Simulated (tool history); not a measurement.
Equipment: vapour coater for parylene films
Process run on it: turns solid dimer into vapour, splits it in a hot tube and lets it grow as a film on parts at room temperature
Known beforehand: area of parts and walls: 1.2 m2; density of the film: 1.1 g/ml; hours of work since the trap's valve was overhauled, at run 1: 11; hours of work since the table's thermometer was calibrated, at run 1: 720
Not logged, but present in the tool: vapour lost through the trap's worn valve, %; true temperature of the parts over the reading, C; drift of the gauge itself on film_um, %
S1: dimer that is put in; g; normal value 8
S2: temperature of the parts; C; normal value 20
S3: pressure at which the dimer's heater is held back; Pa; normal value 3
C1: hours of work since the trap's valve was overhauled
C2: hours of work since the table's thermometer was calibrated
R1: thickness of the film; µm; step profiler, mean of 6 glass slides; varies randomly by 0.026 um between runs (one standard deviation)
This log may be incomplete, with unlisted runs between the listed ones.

Run 1, hour 0: usual settings; C1 11; C2 720. Result: R1 4.76 µm.
Run 2, hour 10.4: usual settings; C1 19; C2 728. Result: R1 4.78 µm.
Run 3, hour 26.3: usual settings; C1 32; C2 741. Result: R1 4.74 µm.
Run 4, hour 35.9: usual settings; C1 40; C2 749. Result: R1 4.74 µm.
Run 5, hour 53.6: usual settings; C1 55; C2 763. Result: R1 4.73 µm.
Run 6, hour 66.4: usual settings; C1 65; C2 774. Result: R1 4.73 µm.
Run 7, hour 78.7: usual settings; C1 75; C2 784. Result: R1 4.75 µm.
Run 8, hour 89.3: usual settings; C1 84; C2 792. Result: R1 4.75 µm.
Run 9, hour 101.5: usual settings; C1 94; C2 802. Result: R1 4.69 µm.
Run 10, hour 124.9: usual settings; C1 113; C2 821. Result: R1 4.67 µm.
Run 11, hour 137.8: usual settings; C1 123; C2 832. Result: R1 4.69 µm.
Run 12, hour 151: usual settings; C1 134; C2 843. Result: R1 4.68 µm.
Run 13, hour 169.8: usual settings; C1 149; C2 858. Result: R1 4.63 µm.

Expected results for the next run?
Run 14, hour 189.9: usual settings but S1 3 g, S2 13 C, S3 5.37 Pa; C1 166; C2 874. Result: R1 ?.

R1: 2.12 µm
Were there no unlogged condition in the tool, this run, its random variation unchanged, would have produced R1 2.21 µm.
